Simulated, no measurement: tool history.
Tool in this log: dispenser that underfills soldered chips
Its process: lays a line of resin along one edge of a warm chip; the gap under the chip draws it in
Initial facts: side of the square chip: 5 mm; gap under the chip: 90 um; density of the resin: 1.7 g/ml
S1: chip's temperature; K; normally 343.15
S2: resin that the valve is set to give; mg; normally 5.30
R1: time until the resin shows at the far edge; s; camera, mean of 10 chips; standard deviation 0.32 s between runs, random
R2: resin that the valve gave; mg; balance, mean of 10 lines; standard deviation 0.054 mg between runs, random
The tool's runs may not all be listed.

{"run": 1, "hour": 0.0, "S1": 343.15, "S2": 5.3, "R1": 14.0, "R2": 5.37}
{"run": 2, "hour": 3.5, "S1": 343.15, "S2": 5.3, "R1": 15.2, "R2": 5.16}
{"hour": 7.4, "done": "new syringe of resin"}
{"run": 3, "hour": 8.4, "S1": 343.15, "S2": 5.3, "R1": 11.5, "R2": 5.15}
{"run": 4, "hour": 13.4, "S1": 343.15, "S2": 5.3, "R1": 13.9, "R2": 5.3}
{"run": 5, "hour": 16.2, "S1": 343.15, "S2": 5.3, "R1": 15.2, "R2": 5.21}
{"hour": 19.9, "done": "new syringe of resin"}
{"run": 6, "hour": 21.1, "S1": 343.15, "S2": 5.3, "R1": 12.1, "R2": 5.14}
{"run": 7, "hour": 25.7, "S1": 343.15, "S2": 5.3, "R1": 13.7, "R2": 5.17}
{"run": 8, "hour": 29.8, "S1": 356.15, "S2": 5.3, "R1": 8.6, "R2": 5.23}
{"hour": 32.1, "done": "new syringe of resin"}
{"run": 9, "hour": 32.5, "S1": 339.15, "S2": 5.3, "R1": 13.2, "R2": 5.22}
{"run": 10, "hour": 35.7, "S1": 343.15, "S2": 5.3, "R1": 12.3, "R2": 5.09}
{"run": 11, "hour": 38.6, "S1": 343.15, "S2": 5.3, "R1": 14.3, "R2": 5.0}
{"run": 12, "hour": 40.8, "S1": 343.15, "S2": 5.3, "R1": 15.4, "R2": 5.08}
{"run": 13, "hour": 42.9, "S1": 343.15, "S2": 6.45, "R1": 16.6, "R2": 6.19}
{"hour": 44.3, "done": "new syringe of resin"}
{"run": 14, "hour": 47.7, "S1": 343.15, "S2": 5.3, "R1": 12.4, "R2": 5.14}
{"run": 15, "hour": 50.4, "S1": 343.15, "S2": 4.8, "R1": 14.5, "R2": 4.57}
{"run": 16, "hour": 52.9, "S1": 343.15, "S2": 5.3, "R1": 15.9, "R2": 5.09}
{"hour": 56.4, "done": "new syringe of resin"}
{"run": 17, "hour": 58.1, "S1": 353.15, "S2": 4.62, "R1": 7.7, "R2": 4.5}
{"run": 18, "hour": 62.3, "S1": 356.15, "S2": 6.83, "R1": 7.2, "R2": 6.56}
{"run": 19, "hour": 66.6, "S1": 356.15, "S2": 6.83, "R1": 8.3, "R2": 6.5}
{"hour": 68.7, "done": "new syringe of resin"}
{"run": 20, "hour": 69.2, "S1": 356.15, "S2": 4.62, "R1": 6.4, "R2": 4.29}
{"run": 21, "hour": 73.3, "S1": 354.15, "S2": 6.05, "R1": 7.7, "R2": 5.65}
{"run": 22, "hour": 75.8, "S1": 330.15, "S2": 6.85, "R1": 28.9, "R2": 6.51}
{"run": 23, "hour": 79.8, "S1": 344.15, "S2": 5.7, "R1": 16.6, "R2": 5.31}
{"hour": 80.9, "done": "new syringe of resin"}
{"run": 24, "hour": 85.1, "S1": 344.15, "S2": 5.7, "R1": 12.8, "R2": 5.17}
{"run": 25, "hour": 88.7, "S1": 335.15, "S2": 6.43, "R1": 22.7, "R2": 5.94}
{"run": 26, "hour": 92.2, "S1": 335.15, "S2": 6.43, "R1": 25.2, "R2": 5.91}
{"hour": 93.0, "done": "new syringe of resin"}
{"run": 27, "hour": 94.6, "S1": 334.15, "S2": 5.32, "R1": 19.4, "R2": 5.01}
{"run": 28, "hour": 98.5, "S1": 351.15, "S2": 5.69, "R1": 8.7, "R2": 5.24}
{"run": 29, "hour": 102.2, "S1": 351.15, "S2": 5.69, "R1": 10.1, "R2": 5.26}

Branching from run 29: 3 alternative next runs. What would each branch give?
{"hour": 105.2, "done": "new syringe of resin"}
{"run": "A", "hour": 105.8, "S1": 351.15, "S2": 5.58, "R1": "?", "R2": "?"}
{"hour": 105.2, "done": "new syringe of resin"}
{"run": "B", "hour": 105.8, "S1": 353.15, "S2": 5.32, "R1": "?", "R2": "?"}
{"hour": 105.2, "done": "new syringe of resin"}
{"run": "C", "hour": 105.8, "S1": 335.15, "S2": 5.69, "R1": "?", "R2": "?"}

run=A R1=7.1 R2=5.25
run=B R1=6.9 R2=4.83
run=C R1=16.2 R2=5.26
Without the tool's hidden state the same runs would have given:
run=A R1=7.3 R2=5.67
run=B R1=7.0 R2=5.22
run=C R1=16.7 R2=5.68
